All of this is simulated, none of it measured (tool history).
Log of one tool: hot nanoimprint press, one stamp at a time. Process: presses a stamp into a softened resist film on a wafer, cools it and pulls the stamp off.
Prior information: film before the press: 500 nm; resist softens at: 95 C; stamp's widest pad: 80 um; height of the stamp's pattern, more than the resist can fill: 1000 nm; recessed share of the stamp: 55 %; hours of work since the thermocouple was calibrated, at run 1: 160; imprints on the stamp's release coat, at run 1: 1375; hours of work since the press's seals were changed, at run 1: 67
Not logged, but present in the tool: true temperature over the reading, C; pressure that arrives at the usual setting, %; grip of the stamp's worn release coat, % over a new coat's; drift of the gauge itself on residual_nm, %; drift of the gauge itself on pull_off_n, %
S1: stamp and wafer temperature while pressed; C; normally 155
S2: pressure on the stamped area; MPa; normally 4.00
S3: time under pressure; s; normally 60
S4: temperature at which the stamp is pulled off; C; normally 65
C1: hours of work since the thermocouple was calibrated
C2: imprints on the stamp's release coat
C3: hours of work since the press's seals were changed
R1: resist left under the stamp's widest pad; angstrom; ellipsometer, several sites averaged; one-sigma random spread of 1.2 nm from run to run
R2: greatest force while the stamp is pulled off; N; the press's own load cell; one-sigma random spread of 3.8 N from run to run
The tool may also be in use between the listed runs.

run,hour,S1,S2,S3,S4,C1,C2,C3,R1,R2
1,0.0,155,4.00,60,65,160,1375,67,1957,292
2,9.7,155,4.00,60,65,166,1408,73,1983,293
3,23.6,155,4.00,60,65,174,1455,81,1989,286
4,35.4,155,4.00,60,65,181,1495,88,1949,287
5,52.0,149,4.00,60,65,191,1552,98,2864,300
6,66.3,155,4.00,62,65,200,1600,107,1954,298
7,83.2,155,4.00,62,65,210,1658,117,1951,312
8,90.6,166,4.00,60,65,215,1683,121,981,313
9,105.6,149,3.08,57,64,224,1734,130,3230,327
10,120.3,160,4.00,60,55,233,1784,139,1428,375
11,136.3,156,4.37,60,62,242,1838,149,1786,343
12,145.1,155,4.00,52,65,247,1868,154,2070,333
# hour 158.9: stamp cleaned and given a new release coat
13,164.2,159,4.00,60,68,255,18,162,1538,180
14,171.9,155,4.00,33,65,260,44,167,2488,189
15,182.0,155,6.15,85,65,266,78,173,1398,198
16,199.4,155,6.15,85,65,277,137,183,1401,189

Some steps in R1, run to run, broken into two amounts with sign: the step expected even without the hidden condition (settings, incoming material, random variation), and the rest, left for the hidden condition together with whatever gauge scatter is not in both the measured and the hidden-condition-free result:
Run 8 -> 9: S1 166 -> 149, S2 4.00 -> 3.08, S3 60 -> 57, S4 65 -> 64. R1 +2249 angstrom: hidden state +93, all else +2156.
